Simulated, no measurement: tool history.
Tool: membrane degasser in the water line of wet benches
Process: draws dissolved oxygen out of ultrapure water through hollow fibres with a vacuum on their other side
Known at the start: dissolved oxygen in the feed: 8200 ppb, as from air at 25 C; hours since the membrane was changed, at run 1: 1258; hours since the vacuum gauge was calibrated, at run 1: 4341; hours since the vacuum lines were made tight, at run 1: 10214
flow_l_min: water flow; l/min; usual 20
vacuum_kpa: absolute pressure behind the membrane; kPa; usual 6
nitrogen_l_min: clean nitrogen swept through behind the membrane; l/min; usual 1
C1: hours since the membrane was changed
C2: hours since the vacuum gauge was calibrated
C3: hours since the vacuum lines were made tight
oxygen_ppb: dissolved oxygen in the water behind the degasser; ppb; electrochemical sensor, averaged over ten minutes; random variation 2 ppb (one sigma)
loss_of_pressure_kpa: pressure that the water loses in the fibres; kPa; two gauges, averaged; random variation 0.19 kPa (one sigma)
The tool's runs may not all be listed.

{"run": 1, "hour": 0.0, "flow_l_min": 20, "vacuum_kpa": 6, "nitrogen_l_min": 1, "C1": 1258, "C2": 4341, "C3": 10214, "oxygen_ppb": 197.2, "loss_of_pressure_kpa": 37.09}
{"run": 2, "hour": 72.5, "flow_l_min": 20, "vacuum_kpa": 8, "nitrogen_l_min": 1, "C1": 1330, "C2": 4413, "C3": 10286, "oxygen_ppb": 284.1, "loss_of_pressure_kpa": 37.3}
{"run": 3, "hour": 126.3, "flow_l_min": 20, "vacuum_kpa": 8, "nitrogen_l_min": 1, "C1": 1384, "C2": 4467, "C3": 10340, "oxygen_ppb": 277.4, "loss_of_pressure_kpa": 37.23}
{"run": 4, "hour": 171.2, "flow_l_min": 20, "vacuum_kpa": 6, "nitrogen_l_min": 1, "C1": 1429, "C2": 4512, "C3": 10385, "oxygen_ppb": 197.4, "loss_of_pressure_kpa": 37.24}
{"run": 5, "hour": 201.9, "flow_l_min": 20, "vacuum_kpa": 12.18, "nitrogen_l_min": 1, "C1": 1460, "C2": 4543, "C3": 10415, "oxygen_ppb": 457.4, "loss_of_pressure_kpa": 37.24}
{"run": 6, "hour": 273.4, "flow_l_min": 20, "vacuum_kpa": 12.18, "nitrogen_l_min": 1, "C1": 1531, "C2": 4614, "C3": 10487, "oxygen_ppb": 452, "loss_of_pressure_kpa": 37.27}
{"run": 7, "hour": 320.8, "flow_l_min": 20, "vacuum_kpa": 12.18, "nitrogen_l_min": 1, "C1": 1579, "C2": 4662, "C3": 10534, "oxygen_ppb": 454.7, "loss_of_pressure_kpa": 37.51}
{"run": 8, "hour": 354.8, "flow_l_min": 20, "vacuum_kpa": 5.65, "nitrogen_l_min": 1, "C1": 1613, "C2": 4695, "C3": 10568, "oxygen_ppb": 181.3, "loss_of_pressure_kpa": 37.26}
{"run": 9, "hour": 407.3, "flow_l_min": 12, "vacuum_kpa": 6, "nitrogen_l_min": 1, "C1": 1665, "C2": 4748, "C3": 10621, "oxygen_ppb": 87.4, "loss_of_pressure_kpa": 22.3}
{"run": 10, "hour": 439.2, "flow_l_min": 13, "vacuum_kpa": 6, "nitrogen_l_min": 1, "C1": 1697, "C2": 4780, "C3": 10653, "oxygen_ppb": 97, "loss_of_pressure_kpa": 24.5}
{"run": 11, "hour": 498.5, "flow_l_min": 13, "vacuum_kpa": 6, "nitrogen_l_min": 1, "C1": 1756, "C2": 4839, "C3": 10712, "oxygen_ppb": 98, "loss_of_pressure_kpa": 24.39}
{"run": 12, "hour": 536.2, "flow_l_min": 13, "vacuum_kpa": 6, "nitrogen_l_min": 1, "C1": 1794, "C2": 4877, "C3": 10750, "oxygen_ppb": 94.8, "loss_of_pressure_kpa": 24.49}
{"run": 13, "hour": 582.5, "flow_l_min": 21, "vacuum_kpa": 6, "nitrogen_l_min": 1.77, "C1": 1840, "C2": 4923, "C3": 10796, "oxygen_ppb": 166.2, "loss_of_pressure_kpa": 39.26}
{"run": 14, "hour": 613.8, "flow_l_min": 27, "vacuum_kpa": 6.13, "nitrogen_l_min": 0.62, "C1": 1872, "C2": 4955, "C3": 10827, "oxygen_ppb": 426.1, "loss_of_pressure_kpa": 50.22}
{"run": 15, "hour": 664.4, "flow_l_min": 23, "vacuum_kpa": 13.24, "nitrogen_l_min": 0.59, "C1": 1922, "C2": 5005, "C3": 10878, "oxygen_ppb": 819.2, "loss_of_pressure_kpa": 43.03}
{"run": 16, "hour": 728.3, "flow_l_min": 17, "vacuum_kpa": 10.73, "nitrogen_l_min": 0.5, "C1": 1986, "C2": 5069, "C3": 10942, "oxygen_ppb": 550.8, "loss_of_pressure_kpa": 32.03}
{"run": 17, "hour": 798.2, "flow_l_min": 21, "vacuum_kpa": 11.63, "nitrogen_l_min": 2.77, "C1": 2056, "C2": 5139, "C3": 11012, "oxygen_ppb": 237.4, "loss_of_pressure_kpa": 39.75}
{"run": 18, "hour": 828.9, "flow_l_min": 14, "vacuum_kpa": 6.68, "nitrogen_l_min": 1, "C1": 2087, "C2": 5170, "C3": 11042, "oxygen_ppb": 130.5, "loss_of_pressure_kpa": 26.52}
{"run": 19, "hour": 875.7, "flow_l_min": 12, "vacuum_kpa": 6, "nitrogen_l_min": 1, "C1": 2134, "C2": 5216, "C3": 11089, "oxygen_ppb": 87.3, "loss_of_pressure_kpa": 22.8}
{"run": 20, "hour": 928.0, "flow_l_min": 12, "vacuum_kpa": 6, "nitrogen_l_min": 1, "C1": 2186, "C2": 5269, "C3": 11142, "oxygen_ppb": 87.2, "loss_of_pressure_kpa": 22.48}
{"run": 21, "hour": 997.8, "flow_l_min": 20, "vacuum_kpa": 6, "nitrogen_l_min": 0.87, "C1": 2256, "C2": 5338, "C3": 11211, "oxygen_ppb": 209.4, "loss_of_pressure_kpa": 37.56}

Forecast each of these 3 alternatives for the next run:
{"run": "A", "hour": 1037.6, "flow_l_min": 17, "vacuum_kpa": 10.18, "nitrogen_l_min": 1.18, "C1": 2295, "C2": 5378, "C3": 11251, "oxygen_ppb": "?", "loss_of_pressure_kpa": "?"}
{"run": "B", "hour": 1037.6, "flow_l_min": 23, "vacuum_kpa": 6, "nitrogen_l_min": 1, "C1": 2295, "C2": 5378, "C3": 11251, "oxygen_ppb": "?", "loss_of_pressure_kpa": "?"}
{"run": "C", "hour": 1037.6, "flow_l_min": 18, "vacuum_kpa": 6, "nitrogen_l_min": 1, "C1": 2295, "C2": 5378, "C3": 11251, "oxygen_ppb": "?", "loss_of_pressure_kpa": "?"}

run=A oxygen_ppb=263.3 loss_of_pressure_kpa=32.21
run=B oxygen_ppb=250.6 loss_of_pressure_kpa=43.43
run=C oxygen_ppb=164 loss_of_pressure_kpa=34.08
Without the tool's hidden state the same runs would have given:
run=A oxygen_ppb=263.2 loss_of_pressure_kpa=31.63
run=B oxygen_ppb=250.5 loss_of_pressure_kpa=42.66
run=C oxygen_ppb=163.9 loss_of_pressure_kpa=33.46
